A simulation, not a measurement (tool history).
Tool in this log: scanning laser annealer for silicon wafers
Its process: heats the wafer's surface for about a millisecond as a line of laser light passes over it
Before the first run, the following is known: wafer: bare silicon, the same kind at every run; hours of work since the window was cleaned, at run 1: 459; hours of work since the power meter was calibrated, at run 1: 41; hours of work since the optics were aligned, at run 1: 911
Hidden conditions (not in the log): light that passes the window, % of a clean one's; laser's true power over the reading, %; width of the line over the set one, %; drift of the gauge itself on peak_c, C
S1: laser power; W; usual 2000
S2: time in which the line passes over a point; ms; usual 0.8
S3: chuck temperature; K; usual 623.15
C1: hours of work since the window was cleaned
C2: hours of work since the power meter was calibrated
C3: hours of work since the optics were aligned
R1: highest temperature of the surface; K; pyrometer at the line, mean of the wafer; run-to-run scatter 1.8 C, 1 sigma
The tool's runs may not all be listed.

{"run": 1, "hour": 0.0, "S1": 2000, "S2": 0.8, "S3": 623.15, "C1": 459, "C2": 41, "C3": 911, "R1": 1302.15}
{"run": 2, "hour": 20.7, "S1": 2000, "S2": 0.8, "S3": 623.15, "C1": 472, "C2": 54, "C3": 924, "R1": 1300.15}
{"run": 3, "hour": 33.7, "S1": 2000, "S2": 0.8, "S3": 623.15, "C1": 480, "C2": 61, "C3": 931, "R1": 1299.15}
{"run": 4, "hour": 44.6, "S1": 2000, "S2": 0.636, "S3": 623.15, "C1": 486, "C2": 68, "C3": 938, "R1": 1215.15}
{"run": 5, "hour": 60.9, "S1": 2000, "S2": 0.636, "S3": 623.15, "C1": 496, "C2": 78, "C3": 948, "R1": 1213.15}
{"run": 6, "hour": 80.1, "S1": 2000, "S2": 0.56, "S3": 623.15, "C1": 508, "C2": 89, "C3": 959, "R1": 1169.15}
{"run": 7, "hour": 100.5, "S1": 2000, "S2": 0.56, "S3": 596.15, "C1": 520, "C2": 102, "C3": 971, "R1": 1145.15}
{"run": 8, "hour": 114.6, "S1": 2000, "S2": 0.56, "S3": 596.15, "C1": 528, "C2": 110, "C3": 980, "R1": 1145.15}
{"run": 9, "hour": 133.2, "S1": 2000, "S2": 0.56, "S3": 596.15, "C1": 539, "C2": 121, "C3": 991, "R1": 1142.15}
{"run": 10, "hour": 153.6, "S1": 2000, "S2": 0.56, "S3": 596.15, "C1": 552, "C2": 133, "C3": 1003, "R1": 1141.15}
{"run": 11, "hour": 172.4, "S1": 2000, "S2": 0.62, "S3": 623.15, "C1": 563, "C2": 145, "C3": 1015, "R1": 1202.15}
{"run": 12, "hour": 191.7, "S1": 2000, "S2": 0.8, "S3": 623.15, "C1": 575, "C2": 156, "C3": 1026, "R1": 1300.15}
{"run": 13, "hour": 200.7, "S1": 2000, "S2": 0.8, "S3": 623.15, "C1": 580, "C2": 162, "C3": 1032, "R1": 1292.15}
{"run": 14, "hour": 217.6, "S1": 2174, "S2": 0.8, "S3": 625.15, "C1": 590, "C2": 172, "C3": 1042, "R1": 1368.15}
{"run": 15, "hour": 226.7, "S1": 2000, "S2": 0.772, "S3": 602.15, "C1": 596, "C2": 177, "C3": 1047, "R1": 1260.15}
{"run": 16, "hour": 242.9, "S1": 2000, "S2": 0.772, "S3": 602.15, "C1": 605, "C2": 187, "C3": 1057, "R1": 1257.15}
{"hour": 246.2, "done": "window over the wafer cleaned"}
{"run": 17, "hour": 263.0, "S1": 1810, "S2": 0.889, "S3": 649.15, "C1": 10, "C2": 198, "C3": 1068, "R1": 1276.15}
{"run": 18, "hour": 272.6, "S1": 1810, "S2": 0.889, "S3": 649.15, "C1": 16, "C2": 204, "C3": 1074, "R1": 1276.15}
{"run": 19, "hour": 282.1, "S1": 1810, "S2": 0.889, "S3": 649.15, "C1": 22, "C2": 209, "C3": 1079, "R1": 1275.15}
{"run": 20, "hour": 298.9, "S1": 1810, "S2": 0.889, "S3": 649.15, "C1": 32, "C2": 219, "C3": 1089, "R1": 1276.15}
{"run": 21, "hour": 317.7, "S1": 1769, "S2": 0.8, "S3": 633.15, "C1": 43, "C2": 231, "C3": 1101, "R1": 1209.15}
{"run": 22, "hour": 329.5, "S1": 1769, "S2": 0.8, "S3": 633.15, "C1": 50, "C2": 238, "C3": 1108, "R1": 1204.15}
{"run": 23, "hour": 346.8, "S1": 1769, "S2": 0.8, "S3": 633.15, "C1": 60, "C2": 248, "C3": 1118, "R1": 1208.15}
{"hour": 359.9, "done": "window over the wafer cleaned, once more"}
{"run": 24, "hour": 362.2, "S1": 2000, "S2": 0.8, "S3": 634.15, "C1": 1, "C2": 256, "C3": 1126, "R1": 1328.15}
{"run": 25, "hour": 375.3, "S1": 2002, "S2": 0.8, "S3": 654.15, "C1": 9, "C2": 264, "C3": 1134, "R1": 1345.15}
{"run": 26, "hour": 391.8, "S1": 2002, "S2": 0.8, "S3": 654.15, "C1": 19, "C2": 274, "C3": 1144, "R1": 1344.15}

How the hidden state differs across the entries between the runs, from the last listed run before each to the first after it:
After run 16, before run 17: window over the wafer cleaned (hour 246.2)
  light that passes the window, % of a clean one's: 97.22 -> 96.39; width of the line over the set one, %: 3.62 -> 3.66
  measured minus no-state result, R1: -35 -> -41 K
After run 23, before run 24: window over the wafer cleaned, once more (hour 359.9)
  light that passes the window, % of a clean one's: 96.16 -> 99.97; laser's true power over the reading, %: 0.13 -> 0.14; width of the line over the set one, %: 3.82 -> 3.85
  measured minus no-state result, R1: -39 -> -15 K
